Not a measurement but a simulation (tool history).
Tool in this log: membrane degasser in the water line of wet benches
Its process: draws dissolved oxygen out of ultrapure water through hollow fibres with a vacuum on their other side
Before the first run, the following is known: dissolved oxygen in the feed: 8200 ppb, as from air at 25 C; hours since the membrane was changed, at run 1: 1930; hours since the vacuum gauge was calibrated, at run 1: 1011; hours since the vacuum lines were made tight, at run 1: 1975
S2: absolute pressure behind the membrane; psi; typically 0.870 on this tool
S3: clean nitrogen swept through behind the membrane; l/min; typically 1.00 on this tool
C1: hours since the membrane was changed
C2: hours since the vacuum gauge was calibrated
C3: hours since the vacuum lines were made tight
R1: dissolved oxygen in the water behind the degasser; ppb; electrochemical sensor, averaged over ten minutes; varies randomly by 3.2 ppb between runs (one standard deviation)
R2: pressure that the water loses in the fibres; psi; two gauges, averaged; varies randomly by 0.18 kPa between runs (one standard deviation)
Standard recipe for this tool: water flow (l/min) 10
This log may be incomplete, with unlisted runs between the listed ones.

{"run": 1, "day": 0.0, "water flow (l/min)": 10, "S2": 0.87, "S3": 1.0, "C1": 1930, "C2": 1011, "C3": 1975, "R1": 325.6, "R2": 4.921}
{"run": 2, "day": 2.958, "water flow (l/min)": 10, "S2": 0.87, "S3": 1.0, "C1": 2001, "C2": 1082, "C3": 2046, "R1": 320.8, "R2": 4.925}
{"run": 3, "day": 6.125, "water flow (l/min)": 12, "S2": 0.87, "S3": 1.0, "C1": 2078, "C2": 1158, "C3": 2122, "R1": 459.3, "R2": 5.874}
{"run": 4, "day": 11.392, "water flow (l/min)": 12, "S2": 0.87, "S3": 1.0, "C1": 2204, "C2": 1284, "C3": 2248, "R1": 461.0, "R2": 5.899}
{"run": 5, "day": 15.5, "water flow (l/min)": 12, "S2": 0.87, "S3": 1.0, "C1": 2303, "C2": 1383, "C3": 2347, "R1": 453.7, "R2": 5.883}
{"run": 6, "day": 20.271, "water flow (l/min)": 12, "S2": 0.87, "S3": 1.0, "C1": 2417, "C2": 1497, "C3": 2461, "R1": 462.9, "R2": 5.912}
{"run": 7, "day": 23.396, "water flow (l/min)": 9, "S2": 0.87, "S3": 1.0, "C1": 2492, "C2": 1572, "C3": 2536, "R1": 259.9, "R2": 4.457}
{"run": 8, "day": 26.408, "water flow (l/min)": 9, "S2": 0.87, "S3": 1.0, "C1": 2564, "C2": 1645, "C3": 2609, "R1": 255.9, "R2": 4.432}
{"run": 9, "day": 29.854, "water flow (l/min)": 10, "S2": 0.87, "S3": 1.0, "C1": 2647, "C2": 1727, "C3": 2691, "R1": 319.1, "R2": 4.92}
{"run": 10, "day": 35.175, "water flow (l/min)": 10, "S2": 1.397, "S3": 1.0, "C1": 2775, "C2": 1855, "C3": 2819, "R1": 407.5, "R2": 4.914}
{"run": 11, "day": 38.246, "water flow (l/min)": 10, "S2": 1.397, "S3": 1.0, "C1": 2848, "C2": 1929, "C3": 2893, "R1": 404.2, "R2": 4.912}
{"run": 12, "day": 43.171, "water flow (l/min)": 10, "S2": 1.397, "S3": 1.0, "C1": 2967, "C2": 2047, "C3": 3011, "R1": 400.5, "R2": 4.907}
{"run": 13, "day": 46.129, "water flow (l/min)": 10, "S2": 1.397, "S3": 1.0, "C1": 3038, "C2": 2118, "C3": 3082, "R1": 408.0, "R2": 4.895}
{"run": 14, "day": 51.462, "water flow (l/min)": 10, "S2": 1.397, "S3": 1.0, "C1": 3166, "C2": 2246, "C3": 3210, "R1": 398.4, "R2": 4.873}
{"run": 15, "day": 54.425, "water flow (l/min)": 10, "S2": 0.812, "S3": 1.0, "C1": 3237, "C2": 2317, "C3": 3281, "R1": 314.6, "R2": 4.876}
{"run": 16, "day": 56.792, "water flow (l/min)": 10, "S2": 0.87, "S3": 1.0, "C1": 3293, "C2": 2374, "C3": 3338, "R1": 325.8, "R2": 4.907}
{"run": 17, "day": 59.538, "water flow (l/min)": 10, "S2": 1.951, "S3": 1.28, "C1": 3359, "C2": 2440, "C3": 3404, "R1": 441.4, "R2": 4.904}
{"run": 18, "day": 64.508, "water flow (l/min)": 9, "S2": 1.756, "S3": 2.34, "C1": 3479, "C2": 2559, "C3": 3523, "R1": 275.7, "R2": 4.411}
{"run": 19, "day": 67.092, "water flow (l/min)": 9, "S2": 1.756, "S3": 2.34, "C1": 3541, "C2": 2621, "C3": 3585, "R1": 280.6, "R2": 4.451}
{"run": 20, "day": 71.488, "water flow (l/min)": 7, "S2": 1.06, "S3": 2.73, "C1": 3646, "C2": 2727, "C3": 3690, "R1": 125.9, "R2": 3.488}
{"run": 21, "day": 76.671, "water flow (l/min)": 7, "S2": 1.06, "S3": 2.73, "C1": 3771, "C2": 2851, "C3": 3815, "R1": 124.4, "R2": 3.427}
{"run": 22, "day": 82.025, "water flow (l/min)": 7, "S2": 1.06, "S3": 2.73, "C1": 3899, "C2": 2979, "C3": 3943, "R1": 126.2, "R2": 3.436}
{"run": 23, "day": 85.929, "water flow (l/min)": 7, "S2": 1.06, "S3": 1.93, "C1": 3993, "C2": 3073, "C3": 4037, "R1": 133.3, "R2": 3.472}
{"run": 24, "day": 89.608, "water flow (l/min)": 12, "S2": 0.553, "S3": 2.44, "C1": 4081, "C2": 3161, "C3": 4125, "R1": 405.1, "R2": 5.912}
{"run": 25, "day": 93.788, "water flow (l/min)": 7, "S2": 0.677, "S3": 1.54, "C1": 4181, "C2": 3262, "C3": 4226, "R1": 115.7, "R2": 3.461}
{"run": 26, "day": 97.488, "water flow (l/min)": 11, "S2": 2.099, "S3": 1.23, "C1": 4270, "C2": 3351, "C3": 4315, "R1": 543.4, "R2": 5.42}

Run 27, settings as shown, results not yet in. Your forecast:
{"run": 27, "day": 100.492, "water flow (l/min)": 9, "S2": 0.557, "S3": 0.82, "C1": 4342, "C2": 3423, "C3": 4387, "R1": "?", "R2": "?"}

{"run 27": {"R1": 218.0, "R2": 4.416}}
Take away the tool's hidden state, keep the run-to-run variation as it was, and the same run would have given R1 217.8 ppb, R2 4.415 psi.
